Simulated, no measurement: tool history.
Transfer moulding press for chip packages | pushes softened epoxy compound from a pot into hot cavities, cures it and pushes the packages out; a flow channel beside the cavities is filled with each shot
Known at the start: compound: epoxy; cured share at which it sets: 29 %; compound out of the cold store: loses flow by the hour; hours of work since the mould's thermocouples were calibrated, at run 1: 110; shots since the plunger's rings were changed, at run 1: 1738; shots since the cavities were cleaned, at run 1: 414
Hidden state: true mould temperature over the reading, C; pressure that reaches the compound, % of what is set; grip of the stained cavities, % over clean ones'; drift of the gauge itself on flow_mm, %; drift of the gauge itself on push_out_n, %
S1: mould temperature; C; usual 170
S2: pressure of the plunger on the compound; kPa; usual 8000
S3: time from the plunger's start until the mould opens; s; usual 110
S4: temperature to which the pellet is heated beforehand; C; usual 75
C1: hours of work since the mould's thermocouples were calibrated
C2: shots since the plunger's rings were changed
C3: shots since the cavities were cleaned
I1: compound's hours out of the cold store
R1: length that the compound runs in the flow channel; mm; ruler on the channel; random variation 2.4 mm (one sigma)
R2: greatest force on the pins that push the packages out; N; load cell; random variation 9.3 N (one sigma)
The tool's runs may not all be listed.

run   hour   S1    S2   S3  S4   C1    C2    C3    I1   R1   R2
  1    0.0  170  8000  110  75  110  1738   414  31.9  609  605
  2   23.5  170  6530  110  75  121  1913   589  42.4  518  637
  3   33.0  170  6530  110  75  126  1984   660  30.7  553  689
  4   46.7  170  8000   95  75  132  2086   762  40.0  585  773
  5   57.4  170  8000   95  75  137  2165   841  43.3  560  773
  6   67.2  170  8000   95  75  142  2239   915  20.3  653  757
  7   79.7  170  8000   95  75  148  2332  1008  35.0  593  799
      87.0  -- cavities cleaned with cleaning compound and waxed
  8   92.3  170  8000  110  75  153  2414    39  20.8  650  440
  9  110.1  170  8000  110  75  162  2547   172  12.7  686  503
 10  122.7  170  8000  140  75  168  2641   266  22.3  648  512
 11  133.7  178  8000  110  75  173  2723   348  43.2  547  549
 12  152.2  165  7910  134  71  182  2861   486   9.4  710  625
 13  172.0  165  7870  134  84  191  3009   634  11.9  695  645
 14  186.9  170  6860  110  66  198  3119   744  36.6  540  663
 15  196.8  170  6860  139  66  203  3193   818  35.9  542  650
 16  216.0  170  6860  143  81  212  3337   962  22.8  588  681
 17  225.9  165  6630  135  82  216  3410  1035  17.0  614  725
     229.2  -- cavities cleaned with cleaning compound and waxed
 18  247.9  173  6650  114  77  226  3563   139  27.7  556  474
 19  264.3  164  7970   96  71  234  3685   261  34.9  603  822
 20  284.1  170  8000  112  80  243  3833   409  21.2  640  609
 21  297.3  168  8000  114  84  249  3931   507  14.7  676  653

5 ways to go on from here, each from the tool as it stands after run 21. What would each give?
  A  307.2  172  8000  110  67  254  4005  581  41.6   ?   ?
  B  307.2  170  7990  110  75  254  4005  581  29.4   ?   ?
  C  307.2  162  8000  149  83  254  4005  581  36.4   ?   ?
  D  307.2  170  7560  114  84  254  4005  581  35.4   ?   ?
  E  307.2  168  7850   94  65  254  4005  581  25.3   ?   ?

run   R1   R2
  A  556  632
  B  605  648
  C  599  640
  D  570  630
  E  626  807
Without the tool's hidden state the same runs would have given:
run   R1   R2
  A  575  418
  B  626  425
  C  619  417
  D  590  413
  E  648  510

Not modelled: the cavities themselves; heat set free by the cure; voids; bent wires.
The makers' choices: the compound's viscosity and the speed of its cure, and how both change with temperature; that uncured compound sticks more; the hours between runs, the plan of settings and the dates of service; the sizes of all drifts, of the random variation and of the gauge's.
